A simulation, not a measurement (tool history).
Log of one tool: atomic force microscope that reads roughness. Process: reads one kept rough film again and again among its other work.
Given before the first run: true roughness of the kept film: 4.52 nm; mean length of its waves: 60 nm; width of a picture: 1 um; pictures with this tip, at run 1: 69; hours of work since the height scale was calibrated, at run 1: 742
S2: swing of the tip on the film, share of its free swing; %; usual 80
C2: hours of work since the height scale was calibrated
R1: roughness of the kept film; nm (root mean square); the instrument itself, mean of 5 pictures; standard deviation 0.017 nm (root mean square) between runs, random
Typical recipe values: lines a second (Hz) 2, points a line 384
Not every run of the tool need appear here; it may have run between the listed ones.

run 1 hour=0 | lines_a_second_(Hz)=2 S2=80 points_a_line=384 | pictures_with_this_tip=69 C2=742 | R1=3.975
-- hour=28.7 new tip fitted
run 2 hour=28.7 | lines_a_second_(Hz)=2 S2=80 points_a_line=384 | pictures_with_this_tip=0 C2=757 | R1=4.011
run 3 hour=59.1 | lines_a_second_(Hz)=2 S2=80 points_a_line=384 | pictures_with_this_tip=42 C2=774 | R1=4.005
run 4 hour=87.6 | lines_a_second_(Hz)=2 S2=80 points_a_line=384 | pictures_with_this_tip=81 C2=789 | R1=4.009
-- hour=107.5 new tip fitted
run 5 hour=141.3 | lines_a_second_(Hz)=2 S2=80 points_a_line=384 | pictures_with_this_tip=47 C2=818 | R1=3.991
-- hour=185.6 new tip fitted
run 6 hour=199.8 | lines_a_second_(Hz)=2 S2=80 points_a_line=512 | pictures_with_this_tip=20 C2=850 | R1=3.985
run 7 hour=253.1 | lines_a_second_(Hz)=2 S2=80 points_a_line=512 | pictures_with_this_tip=94 C2=879 | R1=3.992
-- hour=265.1 new tip fitted
run 8 hour=291.6 | lines_a_second_(Hz)=0.52 S2=80 points_a_line=384 | pictures_with_this_tip=36 C2=900 | R1=4.271
-- hour=345.4 new tip fitted
run 9 hour=347 | lines_a_second_(Hz)=0.82 S2=80 points_a_line=384 | pictures_with_this_tip=2 C2=929 | R1=4.259
run 10 hour=373.4 | lines_a_second_(Hz)=2 S2=80 points_a_line=446 | pictures_with_this_tip=39 C2=944 | R1=3.997
run 11 hour=420.3 | lines_a_second_(Hz)=2 S2=84 points_a_line=384 | pictures_with_this_tip=104 C2=969 | R1=3.921
-- hour=425.5 new tip fitted
run 12 hour=471.1 | lines_a_second_(Hz)=2 S2=84 points_a_line=384 | pictures_with_this_tip=63 C2=997 | R1=3.917
-- hour=505.9 new tip fitted
run 13 hour=520.3 | lines_a_second_(Hz)=2 S2=84 points_a_line=384 | pictures_with_this_tip=20 C2=1023 | R1=3.927
run 14 hour=560.8 | lines_a_second_(Hz)=2 S2=80 points_a_line=345 | pictures_with_this_tip=76 C2=1046 | R1=4.015
-- hour=585.5 new tip fitted
run 15 hour=590.9 | lines_a_second_(Hz)=2 S2=80 points_a_line=384 | pictures_with_this_tip=8 C2=1062 | R1=3.95
run 16 hour=625.3 | lines_a_second_(Hz)=2 S2=80 points_a_line=384 | pictures_with_this_tip=56 C2=1080 | R1=4.005
-- hour=662.6 new tip fitted
run 17 hour=668.5 | lines_a_second_(Hz)=3.04 S2=80 points_a_line=384 | pictures_with_this_tip=8 C2=1104 | R1=3.83
run 18 hour=693.3 | lines_a_second_(Hz)=2 S2=80 points_a_line=384 | pictures_with_this_tip=42 C2=1117 | R1=4.014
run 19 hour=718.9 | lines_a_second_(Hz)=2 S2=80 points_a_line=384 | pictures_with_this_tip=78 C2=1131 | R1=4
-- hour=740.7 new tip fitted
run 20 hour=761.6 | lines_a_second_(Hz)=2 S2=82 points_a_line=384 | pictures_with_this_tip=29 C2=1154 | R1=3.969
run 21 hour=787.3 | lines_a_second_(Hz)=0.72 S2=80 points_a_line=384 | pictures_with_this_tip=65 C2=1168 | R1=4.259
-- hour=819.7 new tip fitted
run 22 hour=837.9 | lines_a_second_(Hz)=2 S2=80 points_a_line=771 | pictures_with_this_tip=26 C2=1196 | R1=3.996
run 23 hour=888.1 | lines_a_second_(Hz)=0.67 S2=80 points_a_line=384 | pictures_with_this_tip=95 C2=1223 | R1=4.289
-- hour=896.8 new tip fitted
run 24 hour=938.9 | lines_a_second_(Hz)=2 S2=80 points_a_line=334 | pictures_with_this_tip=58 C2=1250 | R1=4.033
-- hour=974.6 new tip fitted
run 25 hour=997.8 | lines_a_second_(Hz)=2 S2=80 points_a_line=334 | pictures_with_this_tip=32 C2=1282 | R1=4
-- hour=1053.3 new tip fitted
run 26 hour=1055.6 | lines_a_second_(Hz)=2 S2=80 points_a_line=384 | pictures_with_this_tip=3 C2=1313 | R1=4.016
run 27 hour=1095.4 | lines_a_second_(Hz)=1.23 S2=81 points_a_line=384 | pictures_with_this_tip=58 C2=1335 | R1=4.134
-- hour=1131.5 new tip fitted
run 28 hour=1133.9 | lines_a_second_(Hz)=1.23 S2=81 points_a_line=384 | pictures_with_this_tip=4 C2=1356 | R1=4.143
run 29 hour=1173 | lines_a_second_(Hz)=1.23 S2=81 points_a_line=384 | pictures_with_this_tip=58 C2=1377 | R1=4.148
-- hour=1210.6 new tip fitted
run 30 hour=1227 | lines_a_second_(Hz)=1.23 S2=81 points_a_line=384 | pictures_with_this_tip=23 C2=1406 | R1=4.151
run 31 hour=1262.4 | lines_a_second_(Hz)=2 S2=69 points_a_line=409 | pictures_with_this_tip=72 C2=1426 | R1=4.16
-- hour=1289.5 new tip fitted
run 32 hour=1317.3 | lines_a_second_(Hz)=1.02 S2=59 points_a_line=587 | pictures_with_this_tip=39 C2=1455 | R1=4.36

The next listed run, before its measurement:
run 33 hour=1362.9 | lines_a_second_(Hz)=2 S2=68 points_a_line=384 | pictures_with_this_tip=102 C2=1480 | R1=?

For run 33 the tool returned R1 4.171 nm (root mean square).
Without the tool's hidden state the same run would have given R1 4.186 nm (root mean square).
